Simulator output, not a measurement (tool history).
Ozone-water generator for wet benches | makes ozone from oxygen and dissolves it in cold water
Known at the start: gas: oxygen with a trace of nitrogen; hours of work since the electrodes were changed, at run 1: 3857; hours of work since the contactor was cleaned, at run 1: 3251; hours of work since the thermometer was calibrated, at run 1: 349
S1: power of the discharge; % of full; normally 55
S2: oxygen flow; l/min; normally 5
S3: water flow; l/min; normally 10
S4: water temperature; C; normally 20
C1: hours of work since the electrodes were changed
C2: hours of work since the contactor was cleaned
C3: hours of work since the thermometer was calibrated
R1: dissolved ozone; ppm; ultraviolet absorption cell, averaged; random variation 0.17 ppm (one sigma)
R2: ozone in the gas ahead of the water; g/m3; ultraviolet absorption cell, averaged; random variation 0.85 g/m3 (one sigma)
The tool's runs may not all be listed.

run    hour  S1    S2  S3  S4    C1    C2    C3    R1     R2
  1       0  55     5  10  20  3857  3251   349  20.9  132.4
  2   165.7  94     5  10  20  3968  3362   460  33.5  211.8
  3   379.5  44     5  10  20  4112  3506   604  17.3  108.3
  4   584.4  55   4.1  10  20  4249  3643   741  21.2  145.3
  5   754.8  43     5  10  20  4363  3758   856  17.1  106.5
  6   883.6  81     5  10  20  4450  3844   942  29.2  183.8
  7  1032.9  55     5   8  20  4550  3944  1042  23.1  130.8
  8  1247.3  55     5   8  20  4694  4088  1186  23.2    130
  9  1415.5  55     5  10  20  4807  4201  1299  20.9  130.7
 10  1606.1  55     5   6  20  4935  4329  1427  25.6  129.6
 11  1724.8  55  7.58   6  20  5015  4409  1507  23.4  107.4
 12  1906.1  55     5  10  20  5136  4531  1629  20.5  130.6
     2037.3  -- contactor cleaned
 13  2110.1  55     5  10  20  5271    49  1763  20.5  129.3
 14  2258.1  55     5  10  20  5370   148  1862  20.7  129.4
 15    2392  55     5  10  20  5460   238  1952  20.6  129.8
 16  2499.9  55     5  10  20  5532   311  2025  20.7  129.1
 17  2599.2  55  5.21  13  25  5599   377  2091  16.1  125.7
 18  2778.7  49  4.12  10  20  5720   498  2212  18.9  128.1
     2799.2  -- water thermometer calibrated
 19  2923.8  55  3.81   9  12  5817   595    84  25.4  146.6
 20  3107.7  55  3.81   9  12  5940   718   207  25.6  145.2
 21  3297.5  55  3.81   9  12  6068   846   335  25.3  148.2
 22  3426.5  46  3.41  10  20  6154   932   421  17.8  132.1
 23  3632.8  70  7.69  10  25  6293  1071   560  20.7  126.9
 24  3753.2  55     5  15  14  6373  1152   641  17.8    128
     3817.2  -- water thermometer calibrated, once more
 25  3955.1  55     5  15  14  6509  1287    93  17.5  128.7
 26  4046.5  55     5  15  14  6570  1348   154  17.8  127.5
 27  4214.1  55     5  14  20  6683  1461   266  16.9  128.7
 28  4327.4  94  4.93  12  15  6759  1537   343  31.2  200.1
 29  4414.2  53  7.01  14  28  6817  1595   401  13.5  104.6
 30  4609.8  53  7.01  14  27  6948  1726   532  13.6    105
 31  4733.6  53  7.01  14  27  7031  1809   615  13.4    104
 32  4830.1  53  4.54  10  20  7096  1874   680  19.8    130

For each run, the measured value with the value that run would have given without the tool's hidden condition subtracted. The run-to-run variation is shared by both, the gauge scatter possibly not:
What the log doesn't record here: yield of the discharge, % of new electrodes'; contactor's efficiency, % of a clean one's; true water temperature over the reading, C; drift of the gauge itself on ozone_ppm, %; drift of the gauge itself on gas_g_m3, %.
run    R1     R2
  1  -1.2   -5.9
  2    -3  -15.8
  3  -0.9   -3.8
  4  -1.4   -7.2
  5  -0.9     -4
  6  -2.7    -14
  7  -1.7   -7.1
  8  -1.7   -7.3
  9  -1.6   -7.5
 10    -2   -7.7
 11  -1.8   -6.5
 12  -1.7   -8.2
 13  -1.4   -8.3
 14  -1.6   -8.5
 15  -1.6   -8.6
 16  -1.6   -8.8
 17  -1.3   -8.7
 18  -1.4   -7.8
 19  -2.1  -10.6
 20  -2.2  -10.8
 21  -2.3  -11.2
 22  -1.4   -8.2
 23  -2.4  -12.9
 24  -1.7  -10.3
 25  -1.6  -10.6
 26  -1.7  -10.7
 27  -1.7  -10.9
 28  -4.8  -28.2
 29  -1.3   -8.7
 30  -1.3   -8.9
 31  -1.4     -9
 32    -2  -11.4
